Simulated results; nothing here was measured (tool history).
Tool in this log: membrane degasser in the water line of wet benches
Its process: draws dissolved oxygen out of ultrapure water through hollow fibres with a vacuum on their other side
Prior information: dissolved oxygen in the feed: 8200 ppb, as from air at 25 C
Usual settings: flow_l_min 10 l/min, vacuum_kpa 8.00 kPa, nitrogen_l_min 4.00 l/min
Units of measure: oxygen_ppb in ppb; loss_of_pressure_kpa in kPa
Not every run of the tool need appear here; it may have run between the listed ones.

run,hour,flow_l_min,vacuum_kpa,nitrogen_l_min,oxygen_ppb,loss_of_pressure_kpa
1,0.0,10,8.00,4.00,88.6,56.05
2,47.6,10,6.41,4.00,79.7,56.17
3,83.7,10,17.32,4.00,149.9,56.49
4,122.5,10,8.00,4.00,90.2,56.49
5,163.3,10,8.00,4.00,89.7,56.42
6,211.1,10,15.57,4.00,139.1,56.43
7,259.1,10,15.57,4.00,140.9,56.18
8,292.1,9,8.00,4.00,64.9,50.87
# hour 332.5: seals of the vacuum lines changed
9,341.3,9,8.00,4.00,63.2,50.26
10,387.1,9,8.00,4.00,63.2,50.88
11,427.7,9,8.00,4.00,64.2,50.95
12,475.7,9,8.00,4.00,64.4,50.63
13,507.4,10,8.00,4.00,89.8,56.25
14,529.6,10,8.00,4.00,90.5,56.44
15,576.2,8,8.00,4.00,45.8,44.90
16,615.4,8,8.00,4.00,45.0,45.34
17,655.9,8,8.00,4.00,45.4,44.95
18,699.9,8,8.00,4.00,46.5,45.01
19,735.2,7,8.00,4.00,31.6,39.53
20,761.6,13,9.97,4.00,211.7,73.34
21,795.3,13,9.97,4.00,216.6,73.56
22,831.7,10,13.21,5.39,105.4,56.46
23,867.3,11,8.03,4.00,121.5,62.08
24,892.1,7,9.65,4.00,38.9,39.48
25,917.3,7,9.65,4.00,39.3,39.35
26,941.2,12,14.08,3.41,215.8,67.38
27,976.8,12,11.65,5.58,169.9,67.87
28,1002.3,15,7.00,9.69,270.9,85.03
29,1039.9,10,11.61,2.92,131.8,56.73
30,1075.5,12,17.63,4.00,231.1,67.91
31,1111.0,9,17.21,11.47,67.0,50.83
32,1140.1,9,17.21,11.47,65.0,51.02

What if the next run were any one of these 3? Each begins from the tool's condition after run 32:
A,1186.7,10,9.01,5.69,?,?
B,1186.7,16,7.93,6.22,?,?
C,1186.7,11,7.29,7.71,?,?

run,oxygen_ppb,loss_of_pressure_kpa
A,86.3,56.66
B,340.8,90.28
C,104.3,61.94
With no hidden state in the tool, these same runs would have given:
run,oxygen_ppb,loss_of_pressure_kpa
A,80.6,55.75
B,323.4,88.82
C,97.2,60.94

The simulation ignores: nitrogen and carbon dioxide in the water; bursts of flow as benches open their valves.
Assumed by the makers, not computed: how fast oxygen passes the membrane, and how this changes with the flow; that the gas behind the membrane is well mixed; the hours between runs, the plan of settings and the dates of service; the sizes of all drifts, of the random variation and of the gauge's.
